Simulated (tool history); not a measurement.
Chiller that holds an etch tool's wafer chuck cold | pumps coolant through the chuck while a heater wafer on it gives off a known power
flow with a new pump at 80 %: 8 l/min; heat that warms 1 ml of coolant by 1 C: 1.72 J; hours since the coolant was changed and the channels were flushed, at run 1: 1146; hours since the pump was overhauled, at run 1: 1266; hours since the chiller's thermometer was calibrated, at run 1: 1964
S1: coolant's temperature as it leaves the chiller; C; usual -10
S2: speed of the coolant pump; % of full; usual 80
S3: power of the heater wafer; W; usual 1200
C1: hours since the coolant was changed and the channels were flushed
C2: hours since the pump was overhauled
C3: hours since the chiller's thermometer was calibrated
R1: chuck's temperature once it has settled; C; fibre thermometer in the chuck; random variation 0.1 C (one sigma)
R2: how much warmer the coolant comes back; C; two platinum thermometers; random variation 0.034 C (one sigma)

| run | hour | S1 | S2 | S3 | C1 | C2 | C3 | R1 | R2 |
|---|---|---|---|---|---|---|---|---|---|
| 1 | 0.0 | -10 | 80 | 1200 | 1146 | 1266 | 1964 | -0.5 | 5.38 |
| 2 | 41.2 | -10 | 80 | 1066 | 1187 | 1307 | 2005 | -1.4 | 4.70 |
| 3 | 61.6 | -10 | 80 | 1170 | 1207 | 1328 | 2026 | -0.7 | 5.20 |
| 4 | 92.9 | -10 | 80 | 1170 | 1239 | 1359 | 2057 | -0.5 | 5.21 |
| 5 | 130.2 | -10 | 80 | 852 | 1276 | 1396 | 2094 | -3.2 | 3.86 |
| 6 | 147.5 | -10 | 80 | 852 | 1293 | 1414 | 2111 | -2.9 | 3.74 |
| 7 | 181.3 | -10 | 80 | 852 | 1327 | 1447 | 2145 | -2.9 | 3.80 |
| 8 | 220.4 | -19 | 80 | 852 | 1366 | 1486 | 2184 | -12.0 | 3.76 |
| 9 | 254.8 | -6 | 80 | 1200 | 1401 | 1521 | 2219 | 3.7 | 5.37 |
| 10 | 273.9 | -6 | 80 | 1200 | 1420 | 1540 | 2238 | 3.9 | 5.41 |
| 11 | 306.3 | -10 | 80 | 1200 | 1452 | 1572 | 2270 | -0.1 | 5.33 |
| 12 | 341.6 | -10 | 80 | 1457 | 1487 | 1608 | 2306 | 1.8 | 6.48 |
| 13 | 362.2 | -10 | 80 | 1457 | 1508 | 1628 | 2326 | 1.8 | 6.50 |
| 14 | 401.5 | -10 | 80 | 652 | 1547 | 1668 | 2365 | -4.6 | 2.93 |
| 15 | 436.8 | -5 | 80 | 652 | 1582 | 1703 | 2401 | 0.6 | 2.90 |
| 16 | 469.3 | -4 | 70 | 652 | 1615 | 1735 | 2433 | 2.0 | 3.39 |
| 17 | 499.8 | -2 | 93 | 652 | 1645 | 1766 | 2464 | 3.0 | 2.53 |
| 18 | 525.3 | -2 | 63 | 946 | 1671 | 1791 | 2489 | 7.1 | 5.27 |
| 19 | 562.4 | -10 | 80 | 838 | 1708 | 1828 | 2526 | -2.9 | 3.76 |
| 20 | 581.1 | -2 | 80 | 1749 | 1727 | 1847 | 2545 | 12.2 | 7.86 |
| 21 | 621.0 | -2 | 70 | 1749 | 1767 | 1887 | 2585 | 13.4 | 9.00 |
| 22 | 645.9 | -10 | 74 | 894 | 1792 | 1912 | 2610 | -2.2 | 4.39 |
| 23 | 686.6 | -11 | 75 | 1200 | 1832 | 1953 | 2651 | -0.6 | 5.76 |
| 24 | 721.5 | -11 | 65 | 794 | 1867 | 1987 | 2685 | -3.4 | 4.36 |
| 25 | 758.7 | -11 | 65 | 794 | 1904 | 2025 | 2723 | -3.4 | 4.40 |
| 26 | 797.2 | -11 | 65 | 794 | 1943 | 2063 | 2761 | -3.5 | 4.36 |
| 27 | 828.8 | -18 | 79 | 1004 | 1975 | 2095 | 2793 | -9.6 | 4.62 |
| 28 | 852.7 | -18 | 79 | 1004 | 1998 | 2119 | 2817 | -9.5 | 4.60 |

Forecast each of these 5 alternatives for the next run:
| A | 886.8 | -10 | 68 | 694 | 2033 | 2153 | 2851 | ? | ? |
| B | 886.8 | -7 | 66 | 1456 | 2033 | 2153 | 2851 | ? | ? |
| C | 886.8 | -1 | 71 | 724 | 2033 | 2153 | 2851 | ? | ? |
| D | 886.8 | -12 | 80 | 862 | 2033 | 2153 | 2851 | ? | ? |
| E | 886.8 | -18 | 79 | 764 | 2033 | 2153 | 2851 | ? | ? |

| run | R1 | R2 |
|---|---|---|
| A | -3.7 | 3.70 |
| B | 6.7 | 8.07 |
| C | 5.5 | 3.65 |
| D | -4.9 | 3.89 |
| E | -11.6 | 3.48 |
Without the tool's hidden state the same runs would have given:
| run | R1 | R2 |
|---|---|---|
| A | -4.3 | 3.57 |
| B | 5.7 | 7.78 |
| C | 4.9 | 3.52 |
| D | -5.5 | 3.75 |
| E | -12.2 | 3.35 |
